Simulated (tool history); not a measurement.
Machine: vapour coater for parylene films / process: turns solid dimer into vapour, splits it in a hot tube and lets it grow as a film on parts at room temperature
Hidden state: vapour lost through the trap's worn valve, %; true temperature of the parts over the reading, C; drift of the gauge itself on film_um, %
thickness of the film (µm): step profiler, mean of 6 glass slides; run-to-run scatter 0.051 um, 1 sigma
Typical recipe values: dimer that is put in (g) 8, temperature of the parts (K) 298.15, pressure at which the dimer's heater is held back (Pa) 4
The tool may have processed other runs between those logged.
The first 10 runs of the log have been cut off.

run,day,dimer that is put in (g),temperature of the parts (K),pressure at which the dimer's heater is held back (Pa),hours of work since the trap's valve was overhauled,hours of work since the table's thermometer was calibrated,thickness of the film (µm)
11,14.212,11,298.15,4,316,582,7.63
12,15.012,11,298.15,3.36,330,596,7.77
# day 16.404: trap's valve overhauled
13,16.404,11,298.15,3.36,0,617,8.94
14,18.254,11,298.15,3.36,31,648,8.74
15,19.542,8,298.15,4,53,670,6.04
16,20.646,8,290.15,4,72,689,7.8
17,21.917,8,290.15,4,94,710,7.73
18,22.779,8,290.15,4,108,725,7.77
19,24.104,5,302.15,4,131,748,3.28
20,25.925,6,298.15,2.64,162,778,4.82
21,26.992,6,298.15,2.64,180,797,4.84
22,28.358,6,298.15,5.4,203,820,4.12
23,30.033,11,301.15,5.4,232,848,6.73
24,31.646,6,296.15,5.93,259,876,4.15
25,32.933,6,296.15,5.93,281,898,4.2
26,33.871,6,296.15,5.93,297,914,4.11
27,34.646,14,294.15,8.48,310,927,9.37
28,36.112,11,294.15,2.53,335,952,9.82
# day 37.133: trap's valve overhauled
29,37.433,11,294.15,2.53,5,971,10.83
30,38.867,13,298.15,5.08,30,996,9.52
31,40.646,13,298.15,5.08,60,1026,9.44
32,41.492,13,298.15,5.08,74,1041,9.34
33,42.588,13,298.15,5.08,93,1059,9.28

What if the next run were any one of these 5? Each begins from the tool's condition after run 33:
A,43.458,4,298.15,5.08,108,1074,?
B,43.458,6,296.15,3.81,108,1074,?
C,43.458,4,296.15,5.08,108,1074,?
D,43.458,5,297.15,2.71,108,1074,?
E,43.458,13,308.15,7.91,108,1074,?

run,thickness of the film (µm)
A,2.9
B,4.86
C,2.99
D,4.22
E,6.16
The same runs, with their run-to-run variation unchanged, on a tool lacking any hidden condition would have given:
run,thickness of the film (µm)
A,2.93
B,4.93
C,3.03
D,4.27
E,6.24
